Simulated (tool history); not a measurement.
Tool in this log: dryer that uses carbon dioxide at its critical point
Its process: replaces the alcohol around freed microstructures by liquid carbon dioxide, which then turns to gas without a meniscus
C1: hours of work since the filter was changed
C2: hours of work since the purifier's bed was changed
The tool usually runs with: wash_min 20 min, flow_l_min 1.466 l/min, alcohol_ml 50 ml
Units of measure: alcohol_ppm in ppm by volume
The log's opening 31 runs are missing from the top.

{"run": 32, "day": 52.162, "wash_min": 20, "flow_l_min": 2.31, "alcohol_ml": 22, "C1": 169, "C2": 453, "alcohol_ppm": 71}
{"run": 33, "day": 53.35, "wash_min": 16, "flow_l_min": 1.78, "alcohol_ml": 25, "C1": 189, "C2": 474, "alcohol_ppm": 85}
{"run": 34, "day": 54.417, "wash_min": 16, "flow_l_min": 1.92, "alcohol_ml": 25, "C1": 208, "C2": 492, "alcohol_ppm": 88}
{"run": 35, "day": 55.688, "wash_min": 18, "flow_l_min": 1.15, "alcohol_ml": 25, "C1": 230, "C2": 514, "alcohol_ppm": 166}
{"run": 36, "day": 56.708, "wash_min": 16, "flow_l_min": 2.38, "alcohol_ml": 109, "C1": 248, "C2": 532, "alcohol_ppm": 87}
{"run": 37, "day": 58.583, "wash_min": 16, "flow_l_min": 2.38, "alcohol_ml": 109, "C1": 281, "C2": 565, "alcohol_ppm": 91}
{"run": 38, "day": 59.775, "wash_min": 28, "flow_l_min": 1.85, "alcohol_ml": 37, "C1": 301, "C2": 586, "alcohol_ppm": 89}
{"day": 60.521, "done": "inlet filter changed"}
{"run": 39, "day": 60.971, "wash_min": 26, "flow_l_min": 2.47, "alcohol_ml": 30, "C1": 8, "C2": 606, "alcohol_ppm": 89}
{"run": 40, "day": 62.767, "wash_min": 26, "flow_l_min": 1.48, "alcohol_ml": 43, "C1": 39, "C2": 637, "alcohol_ppm": 93}
{"run": 41, "day": 64.746, "wash_min": 19, "flow_l_min": 1.48, "alcohol_ml": 23, "C1": 74, "C2": 671, "alcohol_ppm": 113}
{"run": 42, "day": 66.462, "wash_min": 17, "flow_l_min": 1.48, "alcohol_ml": 62, "C1": 104, "C2": 701, "alcohol_ppm": 140}
{"run": 43, "day": 67.712, "wash_min": 23, "flow_l_min": 2.12, "alcohol_ml": 41, "C1": 125, "C2": 723, "alcohol_ppm": 103}
{"run": 44, "day": 69.733, "wash_min": 23, "flow_l_min": 2.12, "alcohol_ml": 41, "C1": 161, "C2": 758, "alcohol_ppm": 115}
{"run": 45, "day": 71.608, "wash_min": 20, "flow_l_min": 2.12, "alcohol_ml": 41, "C1": 193, "C2": 791, "alcohol_ppm": 112}
{"run": 46, "day": 72.554, "wash_min": 13, "flow_l_min": 1.63, "alcohol_ml": 35, "C1": 210, "C2": 808, "alcohol_ppm": 207}

Each row is a separate what-if for the run after 46, all from the same tool condition, not one after another. Results?
{"run": "A", "day": 74.204, "wash_min": 17, "flow_l_min": 1.466, "alcohol_ml": 50, "C1": 239, "C2": 836, "alcohol_ppm": "?"}
{"run": "B", "day": 74.204, "wash_min": 14, "flow_l_min": 1.56, "alcohol_ml": 38, "C1": 239, "C2": 836, "alcohol_ppm": "?"}
{"run": "C", "day": 74.204, "wash_min": 20, "flow_l_min": 1.466, "alcohol_ml": 29, "C1": 239, "C2": 836, "alcohol_ppm": "?"}
{"run": "D", "day": 74.204, "wash_min": 30, "flow_l_min": 1.19, "alcohol_ml": 26, "C1": 239, "C2": 836, "alcohol_ppm": "?"}
{"run": "E", "day": 74.204, "wash_min": 13, "flow_l_min": 2.18, "alcohol_ml": 38, "C1": 239, "C2": 836, "alcohol_ppm": "?"}

run=A alcohol_ppm=187
run=B alcohol_ppm=211
run=C alcohol_ppm=135
run=D alcohol_ppm=126
run=E alcohol_ppm=148
What these runs would have given with no unlogged condition in the tool:
run=A alcohol_ppm=34
run=B alcohol_ppm=53
run=C alcohol_ppm=12
run=D alcohol_ppm=4
run=E alcohol_ppm=17
